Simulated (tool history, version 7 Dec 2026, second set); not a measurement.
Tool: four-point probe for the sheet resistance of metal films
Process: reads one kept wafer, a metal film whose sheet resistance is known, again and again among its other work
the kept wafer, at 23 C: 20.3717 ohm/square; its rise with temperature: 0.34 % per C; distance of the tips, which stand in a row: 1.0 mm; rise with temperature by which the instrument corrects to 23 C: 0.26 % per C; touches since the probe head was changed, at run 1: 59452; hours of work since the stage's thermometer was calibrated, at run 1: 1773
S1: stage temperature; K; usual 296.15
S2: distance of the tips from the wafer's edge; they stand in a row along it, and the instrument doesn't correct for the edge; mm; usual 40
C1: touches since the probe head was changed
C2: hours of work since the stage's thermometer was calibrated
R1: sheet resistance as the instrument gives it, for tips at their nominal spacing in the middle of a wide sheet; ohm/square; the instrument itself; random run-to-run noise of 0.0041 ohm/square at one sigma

run 1 hour=0.0 | S1=296.15 S2=40 | C1=59452 C2=1773 | R1=20.373120
run 2 hour=132.4 | S1=296.15 S2=40 | C1=63714 C2=1842 | R1=20.376141
run 3 hour=261.6 | S1=296.15 S2=40 | C1=67877 C2=1910 | R1=20.369679
run 4 hour=363.9 | S1=296.15 S2=16 | C1=71171 C2=1963 | R1=20.418764
-- hour=415.5 new probe head fitted
run 5 hour=440.8 | S1=296.15 S2=16 | C1=815 C2=2003 | R1=20.419170
run 6 hour=502.5 | S1=296.15 S2=16 | C1=2803 C2=2035 | R1=20.410389
run 7 hour=614.5 | S1=296.15 S2=16 | C1=6409 C2=2094 | R1=20.415427
run 8 hour=671.6 | S1=296.15 S2=40 | C1=8248 C2=2124 | R1=20.378974
run 9 hour=802.4 | S1=296.15 S2=40 | C1=12460 C2=2192 | R1=20.376647
run 10 hour=883.5 | S1=296.15 S2=40 | C1=15070 C2=2235 | R1=20.367620
run 11 hour=964.0 | S1=294.15 S2=40 | C1=17663 C2=2277 | R1=20.347065
run 12 hour=1064.3 | S1=296.15 S2=40 | C1=20893 C2=2329 | R1=20.384651
run 13 hour=1138.0 | S1=293.15 S2=40 | C1=23267 C2=2368 | R1=20.326588
run 14 hour=1246.5 | S1=296.15 S2=59 | C1=26763 C2=2425 | R1=20.373029
run 15 hour=1342.0 | S1=296.15 S2=59 | C1=29837 C2=2475 | R1=20.377052
run 16 hour=1413.0 | S1=300.15 S2=8 | C1=32123 C2=2512 | R1=20.601675
run 17 hour=1492.0 | S1=296.15 S2=15 | C1=34669 C2=2553 | R1=20.419579
run 18 hour=1580.8 | S1=296.15 S2=15 | C1=37528 C2=2599 | R1=20.424591
run 19 hour=1642.4 | S1=293.15 S2=8 | C1=39511 C2=2632 | R1=20.498569
run 20 hour=1736.1 | S1=301.15 S2=3 | C1=42529 C2=2681 | R1=21.595958
run 21 hour=1837.8 | S1=307.15 S2=18 | C1=45805 C2=2734 | R1=20.558169
-- hour=1868.8 stage's thermometer calibrated
run 22 hour=1932.2 | S1=305.15 S2=10 | C1=48828 C2=33 | R1=20.607596
run 23 hour=2056.2 | S1=296.15 S2=8 | C1=52822 C2=98 | R1=20.540305
run 24 hour=2186.9 | S1=292.15 S2=33 | C1=57029 C2=166 | R1=20.316809
run 25 hour=2263.4 | S1=292.15 S2=33 | C1=59494 C2=206 | R1=20.320179
run 26 hour=2355.9 | S1=306.15 S2=3 | C1=62472 C2=255 | R1=21.671135
run 27 hour=2419.1 | S1=307.15 S2=34 | C1=64507 C2=288 | R1=20.538743
run 28 hour=2509.6 | S1=306.15 S2=13 | C1=67423 C2=335 | R1=20.577997
run 29 hour=2635.0 | S1=305.15 S2=5 | C1=71461 C2=401 | R1=20.940162
-- hour=2677.7 new probe head fitted
run 30 hour=2692.5 | S1=299.15 S2=17 | C1=477 C2=430 | R1=20.459462

Consider 3 possible next runs. They are alternatives, not a sequence: every one starts from the tool as it was left by run 30. What does each give?
run A hour=2780.9 | S1=294.15 S2=17 | C1=3321 C2=477 | R1=?
run B hour=2780.9 | S1=305.15 S2=7 | C1=3321 C2=477 | R1=?
run C hour=2780.9 | S1=297.15 S2=13 | C1=3321 C2=477 | R1=?

run=A R1=20.381267
run=B R1=20.732579
run=C R1=20.455402
What these runs would have given with no unlogged condition in the tool:
run=A R1=20.381159
run=B R1=20.732471
run=C R1=20.455294
